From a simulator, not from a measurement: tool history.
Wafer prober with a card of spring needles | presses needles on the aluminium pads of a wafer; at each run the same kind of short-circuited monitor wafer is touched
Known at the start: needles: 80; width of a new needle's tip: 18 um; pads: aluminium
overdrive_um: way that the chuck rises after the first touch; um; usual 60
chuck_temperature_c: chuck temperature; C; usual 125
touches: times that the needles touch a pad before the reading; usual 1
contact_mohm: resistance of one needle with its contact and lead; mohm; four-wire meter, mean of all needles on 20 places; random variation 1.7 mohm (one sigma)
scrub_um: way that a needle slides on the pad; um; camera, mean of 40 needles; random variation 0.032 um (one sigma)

Run 1, hour 0: usual settings. Result: contact_mohm 181 mohm, scrub_um 11.23 um.
At hour 9: tips cleaned on abrasive film.
Run 2, hour 22.2: usual settings. Result: contact_mohm 184 mohm, scrub_um 11.1 um.
At hour 25.9: tips cleaned on abrasive film.
At hour 42.7: tips cleaned on abrasive film.
Run 3, hour 43.9: usual settings. Result: contact_mohm 178 mohm, scrub_um 11.19 um.
Run 4, hour 57: usual settings. Result: contact_mohm 179 mohm, scrub_um 11.12 um.
At hour 59.3: tips cleaned on abrasive film.
Run 5, hour 73.6: usual settings but chuck_temperature_c 86 C. Result: contact_mohm 170 mohm, scrub_um 11.11 um.
At hour 75.2: tips cleaned on abrasive film.
At hour 89.9: tips cleaned on abrasive film.
Run 6, hour 91.6: usual settings but chuck_temperature_c 86 C, touches 2. Result: contact_mohm 170 mohm, scrub_um 11.05 um.
At hour 105: tips cleaned on abrasive film.
Run 7, hour 109: usual settings but chuck_temperature_c 86 C, touches 2. Result: contact_mohm 175 mohm, scrub_um 11.08 um.
At hour 121: tips cleaned on abrasive film.
Run 8, hour 132: usual settings. Result: contact_mohm 184 mohm, scrub_um 11.09 um.
At hour 136.6: tips cleaned on abrasive film.
Run 9, hour 143.6: usual settings but chuck_temperature_c 84 C. Result: contact_mohm 171 mohm, scrub_um 11.04 um.
At hour 151.8: tips cleaned on abrasive film.
Run 10, hour 154.5: usual settings but chuck_temperature_c 84 C. Result: contact_mohm 171 mohm, scrub_um 11.07 um.
Run 11, hour 165.9: usual settings but chuck_temperature_c 84 C. Result: contact_mohm 170 mohm, scrub_um 10.97 um.
At hour 167.6: tips cleaned on abrasive film.
At hour 183.4: tips cleaned on abrasive film.
Run 12, hour 183.6: usual settings but overdrive_um 78 um, chuck_temperature_c 112 C. Result: contact_mohm 172 mohm, scrub_um 14.36 um.
At hour 199.4: tips cleaned on abrasive film.
Run 13, hour 208.6: usual settings but overdrive_um 43 um, chuck_temperature_c 112 C. Result: contact_mohm 187 mohm, scrub_um 7.98 um.
At hour 214.2: tips cleaned on abrasive film.
At hour 229.7: tips cleaned on abrasive film.
At hour 234.2: gauge calibrated.
Run 14, hour 235.1: usual settings but chuck_temperature_c 84 C, touches 2. Result: contact_mohm 170 mohm, scrub_um 11.13 um.
At hour 245.2: tips cleaned on abrasive film.
Run 15, hour 247.2: usual settings but overdrive_um 51 um, chuck_temperature_c 103 C, touches 2. Result: contact_mohm 177 mohm, scrub_um 9.51 um.
At hour 259.9: tips cleaned on abrasive film.
Run 16, hour 273.4: usual settings but overdrive_um 51 um, chuck_temperature_c 47 C, touches 2. Result: contact_mohm 168 mohm, scrub_um 9.46 um.
At hour 275.9: tips cleaned on abrasive film.
At hour 292.1: tips cleaned on abrasive film.
Run 17, hour 299.2: usual settings but overdrive_um 51 um, chuck_temperature_c 47 C. Result: contact_mohm 169 mohm, scrub_um 9.43 um.
At hour 307.3: tips cleaned on abrasive film.
At hour 323: tips cleaned on abrasive film.
Run 18, hour 324.7: usual settings but touches 2. Result: contact_mohm 178 mohm, scrub_um 11.06 um.
At hour 338: tips cleaned on abrasive film.
At hour 346.9: height of the first contact set anew.
Run 19, hour 348.1: usual settings but overdrive_um 61 um, chuck_temperature_c 37 C. Result: contact_mohm 163 mohm, scrub_um 11.24 um.
At hour 353.8: tips cleaned on abrasive film.
Run 20, hour 368.1: usual settings but overdrive_um 71 um, chuck_temperature_c 37 C. Result: contact_mohm 164 mohm, scrub_um 13.07 um.
At hour 370.1: tips cleaned on abrasive film.
At hour 385.5: tips cleaned on abrasive film.
Run 21, hour 385.5: usual settings but overdrive_um 71 um, chuck_temperature_c 37 C. Result: contact_mohm 160 mohm, scrub_um 13.02 um.
At hour 401.4: tips cleaned on abrasive film.
Run 22, hour 409.9: usual settings but overdrive_um 49 um, chuck_temperature_c 67 C. Result: contact_mohm 174 mohm, scrub_um 9 um.

Some steps in scrub_um between neighbouring runs. How much of each would the tool show without its hidden state too (settings, what came in, random variation), and how much is left for the hidden state, with any gauge scatter that isn't in both results?
The hidden state here: debris on the tips, nm; way that the needles fall short of the set height, um; tips' diameter, um; drift of the gauge itself on contact_mohm, %; drift of the gauge itself on scrub_um, %.
Run 12 -> 13: overdrive_um 78 -> 43, tips cleaned on abrasive film. scrub_um -6.38 um: hidden state +0.06, all else -6.44.
Run 13 -> 14: overdrive_um 43 -> 60, chuck_temperature_c 112 -> 84, touches 1 -> 2, tips cleaned on abrasive film, tips cleaned on abrasive film, gauge calibrated. scrub_um +3.15 um: hidden state +0.11, all else +3.04.
Run 21 -> 22: overdrive_um 71 -> 49, chuck_temperature_c 37 -> 67, tips cleaned on abrasive film. scrub_um -4.02 um: hidden state +0.03, all else -4.05.
